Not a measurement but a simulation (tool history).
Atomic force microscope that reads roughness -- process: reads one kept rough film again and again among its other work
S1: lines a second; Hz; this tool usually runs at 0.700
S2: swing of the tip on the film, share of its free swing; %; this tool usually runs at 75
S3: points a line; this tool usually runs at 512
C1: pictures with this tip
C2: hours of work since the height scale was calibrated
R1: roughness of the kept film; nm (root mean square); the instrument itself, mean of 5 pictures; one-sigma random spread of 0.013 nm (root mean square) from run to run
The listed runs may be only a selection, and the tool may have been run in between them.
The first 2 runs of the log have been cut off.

| run | day | S1 | S2 | S3 | C1 | C2 | R1 |
|---|---|---|---|---|---|---|---|
| 3 | 2.183 | 0.700 | 75 | 512 | 49 | 609 | 3.050 |
| 4 | 3.258 | 0.700 | 75 | 512 | 74 | 623 | 2.938 |
| 5 | 4.150 | 0.700 | 75 | 512 | 94 | 634 | 2.873 |
| 6 | 5.271 | 0.700 | 75 | 512 | 119 | 648 | 2.801 |
| 7 | 6.083 | 0.700 | 75 | 512 | 138 | 658 | 2.750 |
| 8 | 7.271 | 0.521 | 75 | 512 | 165 | 673 | 2.690 |
| 9 | 8.242 | 0.700 | 75 | 887 | 187 | 685 | 2.624 |
| 10 | 8.908 | 0.700 | 75 | 887 | 202 | 694 | 2.583 |
| 11 | 9.825 | 0.700 | 75 | 887 | 223 | 705 | 2.538 |
| 12 | 10.858 | 0.700 | 75 | 887 | 246 | 718 | 2.476 |
| 13 | 11.417 | 0.700 | 75 | 887 | 259 | 725 | 2.462 |
|  | 11.762 | new tip fitted |
| 14 | 12.317 | 0.700 | 75 | 618 | 13 | 736 | 3.108 |
| 15 | 13.342 | 0.700 | 75 | 618 | 36 | 749 | 3.036 |
| 16 | 14.142 | 0.700 | 75 | 618 | 54 | 759 | 2.965 |
| 17 | 14.762 | 0.587 | 67 | 618 | 68 | 767 | 2.962 |
| 18 | 15.654 | 0.700 | 69 | 512 | 89 | 778 | 2.860 |
| 19 | 16.621 | 0.700 | 69 | 512 | 111 | 790 | 2.835 |

What will run 20 give?
| 20 | 17.808 | 0.700 | 69 | 512 | 138 | 805 | ? |

Run 20 produced R1 2.731 nm (root mean square).
On a tool with no hidden condition, and with the same random variation, this run would have come out at R1 3.227 nm (root mean square).
